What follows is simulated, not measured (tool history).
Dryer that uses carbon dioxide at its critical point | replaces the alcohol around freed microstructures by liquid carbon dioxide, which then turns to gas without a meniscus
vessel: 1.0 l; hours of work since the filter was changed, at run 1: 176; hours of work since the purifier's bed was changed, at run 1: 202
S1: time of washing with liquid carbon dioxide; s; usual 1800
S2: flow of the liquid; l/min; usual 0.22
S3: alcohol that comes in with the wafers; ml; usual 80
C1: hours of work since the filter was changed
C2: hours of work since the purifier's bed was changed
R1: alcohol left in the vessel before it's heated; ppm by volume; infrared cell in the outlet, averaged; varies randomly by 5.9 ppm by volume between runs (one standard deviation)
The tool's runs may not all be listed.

run 1 hour=0 | S1=1800 S2=0.22 S3=80 | C1=176 C2=202 | R1=335
run 2 hour=8.8 | S1=1800 S2=0.22 S3=80 | C1=180 C2=205 | R1=341
run 3 hour=21.9 | S1=2520 S2=0.22 S3=80 | C1=185 C2=211 | R1=77
run 4 hour=34.4 | S1=2520 S2=0.22 S3=80 | C1=190 C2=216 | R1=55
run 5 hour=41.5 | S1=1800 S2=0.22 S3=31 | C1=193 C2=218 | R1=156
run 6 hour=52.5 | S1=1800 S2=0.22 S3=80 | C1=197 C2=223 | R1=354
run 7 hour=61.5 | S1=1800 S2=0.22 S3=80 | C1=201 C2=226 | R1=367
run 8 hour=69.4 | S1=1800 S2=0.22 S3=80 | C1=204 C2=230 | R1=355
run 9 hour=77.6 | S1=1800 S2=0.22 S3=97 | C1=208 C2=233 | R1=439
run 10 hour=88 | S1=1800 S2=0.22 S3=97 | C1=212 C2=237 | R1=426
run 11 hour=96.8 | S1=1800 S2=0.22 S3=70 | C1=215 C2=241 | R1=320
run 12 hour=107.5 | S1=1800 S2=0.22 S3=70 | C1=220 C2=245 | R1=333
run 13 hour=119.3 | S1=2160 S2=0.199 S3=28 | C1=224 C2=250 | R1=99
-- hour=131.6 inlet filter changed
run 14 hour=131.9 | S1=1320 S2=0.264 S3=28 | C1=0 C2=254 | R1=181
run 15 hour=142.7 | S1=1320 S2=0.366 S3=27 | C1=4 C2=259 | R1=48
run 16 hour=155 | S1=2400 S2=0.258 S3=22 | C1=9 C2=264 | R1=45

What will run 17 give?
run 17 hour=167.9 | S1=2400 S2=0.258 S3=22 | C1=15 C2=269 | R1=?

For run 17 the tool returned R1 44 ppm by volume.
If the tool had no hidden condition, the same run with the same run-to-run variation would have returned R1 9 ppm by volume.
